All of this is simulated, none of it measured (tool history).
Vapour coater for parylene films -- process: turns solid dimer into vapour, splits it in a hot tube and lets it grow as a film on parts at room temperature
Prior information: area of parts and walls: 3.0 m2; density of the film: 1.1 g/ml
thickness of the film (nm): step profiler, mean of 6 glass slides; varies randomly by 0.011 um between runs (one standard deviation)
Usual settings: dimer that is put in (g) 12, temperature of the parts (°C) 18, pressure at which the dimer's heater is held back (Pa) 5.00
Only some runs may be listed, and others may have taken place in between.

run,hour,dimer that is put in (g),temperature of the parts (°C),pressure at which the dimer's heater is held back (Pa),thickness of the film (nm)
1,0.0,12,18,5.00,2330
2,25.3,12,18,5.00,2320
3,38.8,12,18,5.00,2300
4,63.3,12,18,5.00,2290
5,88.1,12,18,5.00,2320
# hour 103.7: trap's valve overhauled
6,114.5,12,18,5.00,2440
7,127.1,12,18,5.00,2430
8,141.2,12,18,5.00,2450
9,155.4,12,18,5.00,2440
10,168.6,12,18,5.00,2470
11,190.1,12,18,5.00,2450
12,211.7,12,18,5.00,2450
13,225.4,12,18,5.00,2440
14,251.1,12,18,5.00,2430
15,263.0,12,18,5.00,2420
16,283.4,12,18,5.00,2420
17,304.6,12,18,5.00,2430
18,328.5,12,18,5.00,2430
19,339.6,12,18,5.00,2420
20,354.5,12,18,5.00,2440
21,380.1,6,18,5.00,1210
22,394.5,12,18,6.92,2330
23,407.2,12,18,3.32,2500
24,423.3,12,20,5.00,2280
25,440.9,12,26,6.23,1930
26,464.5,12,18,2.63,2560
27,483.5,6,19,2.63,1250
28,498.6,6,11,11.67,1300
29,520.0,19,24,11.27,2970
30,544.7,15,18,10.41,2750
# hour 547.5: table's thermometer calibrated
31,556.8,12,18,10.41,2210
32,568.2,12,18,10.41,2210
33,582.4,12,18,10.41,2200
34,602.2,12,18,10.41,2200
35,625.2,12,18,10.41,2200
36,640.1,18,30,8.53,2470
# hour 647.9: table's thermometer calibrated, once more
37,652.8,18,24,8.53,2860
38,673.9,6,16,5.00,1220
39,685.1,12,19,6.14,2210
40,709.6,7,26,7.90,1050
41,723.8,15,18,5.00,2910
42,734.7,15,18,5.00,2880
43,747.7,15,18,5.00,2910

Pick out some run-to-run changes in thickness of the film (nm). Of each, how much would a tool without hidden state show as well, from the settings, what came in and chance, and how much is left for the hidden state and any gauge scatter not in both results compared?
Hidden state present: vapour lost through the trap's worn valve, %; true temperature of the parts over the reading, C; drift of the gauge itself on film_um, %.
Run 5 -> 6: trap's valve overhauled. thickness of the film (nm) +120: hidden state +140, all else -20.
Run 28 -> 29: dimer that is put in (g) 6 -> 19, temperature of the parts (°C) 11 -> 24, pressure at which the dimer's heater is held back (Pa) 11.67 -> 11.27. thickness of the film (nm) +1670: hidden state -50, all else +1720.
Run 37 -> 38: dimer that is put in (g) 18 -> 6, temperature of the parts (°C) 24 -> 16, pressure at which the dimer's heater is held back (Pa) 8.53 -> 5.00. thickness of the film (nm) -1640: hidden state +80, all else -1720.
Run 40 -> 41: dimer that is put in (g) 7 -> 15, temperature of the parts (°C) 26 -> 18, pressure at which the dimer's heater is held back (Pa) 7.90 -> 5.00. thickness of the film (nm) +1860: hidden state -100, all else +1960.
